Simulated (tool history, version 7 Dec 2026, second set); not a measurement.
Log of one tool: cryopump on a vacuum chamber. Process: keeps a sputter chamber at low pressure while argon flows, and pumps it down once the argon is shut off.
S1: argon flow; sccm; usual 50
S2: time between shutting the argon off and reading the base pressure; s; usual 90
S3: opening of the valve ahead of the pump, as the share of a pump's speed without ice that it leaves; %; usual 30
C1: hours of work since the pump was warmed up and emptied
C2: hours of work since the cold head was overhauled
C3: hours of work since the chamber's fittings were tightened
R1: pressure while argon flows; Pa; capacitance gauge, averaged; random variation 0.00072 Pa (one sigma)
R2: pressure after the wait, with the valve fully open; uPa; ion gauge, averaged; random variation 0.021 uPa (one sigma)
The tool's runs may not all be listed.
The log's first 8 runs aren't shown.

| run | hour | S1 | S2 | S3 | C1 | C2 | C3 | R1 | R2 |
|---|---|---|---|---|---|---|---|---|---|
| 9 | 235.1 | 50 | 90 | 32 | 566 | 566 | 1600 | 0.1327 | 1.17 |
| 10 | 275.8 | 50 | 90 | 32 | 596 | 596 | 1630 | 0.1336 | 1.15 |
| 11 | 295.9 | 50 | 90 | 32 | 610 | 610 | 1645 | 0.1322 | 1.19 |
| 12 | 314.8 | 50 | 90 | 32 | 624 | 624 | 1659 | 0.1337 | 1.18 |
|  | 336.9 | pump warmed up, emptied and cooled again |
| 13 | 352.1 | 50 | 90 | 32 | 11 | 648 | 1683 | 0.121 | 0.98 |
| 14 | 388.2 | 50 | 90 | 30 | 38 | 675 | 1709 | 0.1296 | 0.98 |
| 15 | 426 | 50 | 90 | 30 | 65 | 702 | 1737 | 0.1296 | 1.01 |
| 16 | 465.4 | 50 | 90 | 30 | 94 | 731 | 1766 | 0.1315 | 1 |
| 17 | 496.4 | 42 | 90 | 30 | 117 | 754 | 1789 | 0.1104 | 1 |
| 18 | 530.4 | 44 | 90 | 22 | 142 | 779 | 1813 | 0.1576 | 1.03 |

Run 19 comes next. What will it give?
| 19 | 553.5 | 30 | 49 | 22 | 159 | 796 | 1830 | ? | ? |

R1: 0.106 Pa
R2: 1.36 uPa
Without the tool's hidden state the same run would have given R1 0.1041 Pa, R2 0.76 uPa.
